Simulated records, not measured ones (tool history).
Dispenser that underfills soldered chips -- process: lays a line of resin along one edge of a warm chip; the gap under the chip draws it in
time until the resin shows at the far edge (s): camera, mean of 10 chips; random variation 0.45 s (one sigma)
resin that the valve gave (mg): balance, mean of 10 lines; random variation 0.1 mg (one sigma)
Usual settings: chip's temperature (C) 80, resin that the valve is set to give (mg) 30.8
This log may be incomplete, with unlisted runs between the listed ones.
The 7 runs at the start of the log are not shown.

run,hour,chip's temperature (C),resin that the valve is set to give (mg),time until the resin shows at the far edge (s),resin that the valve gave (mg)
8,22.7,80,30.8,43.4,30.42
9,25.8,80,30.8,47.5,30.04
# hour 27: new syringe of resin
10,28,80,29.7,35.7,29.3
11,31.1,80,29.7,38.6,29.03
12,35,80,29.7,41.6,28.97
13,38,80,29.7,44.7,29.15
14,41.2,80,29.7,49.3,29.05
# hour 42.1: new syringe of resin
15,44.1,80,27.6,36.3,26.88
16,47.7,80,27.6,40.5,26.76
17,50.5,75,30.8,49.6,29.98
18,53.8,70,27,64.8,26.11
# hour 57.1: new syringe of resin
19,58.3,80,37.8,33.6,36.57
20,61.1,70,30.9,52.4,29.76
21,65.7,83,30.8,38.1,29.51
22,69.6,79,31,47.3,29.78
# hour 72: new syringe of resin
23,72,79,31,35.4,29.8
24,74.4,79,36.2,37.1,34.51

Estimate the outcome of run 25 from the log above:
25,78.2,91,34.2,?,?

time until the resin shows at the far edge (s): 27
resin that the valve gave (mg): 32.66
The same run, on a tool lacking any hidden state, would have yielded time until the resin shows at the far edge (s) 22.5, resin that the valve gave (mg) 34.2.
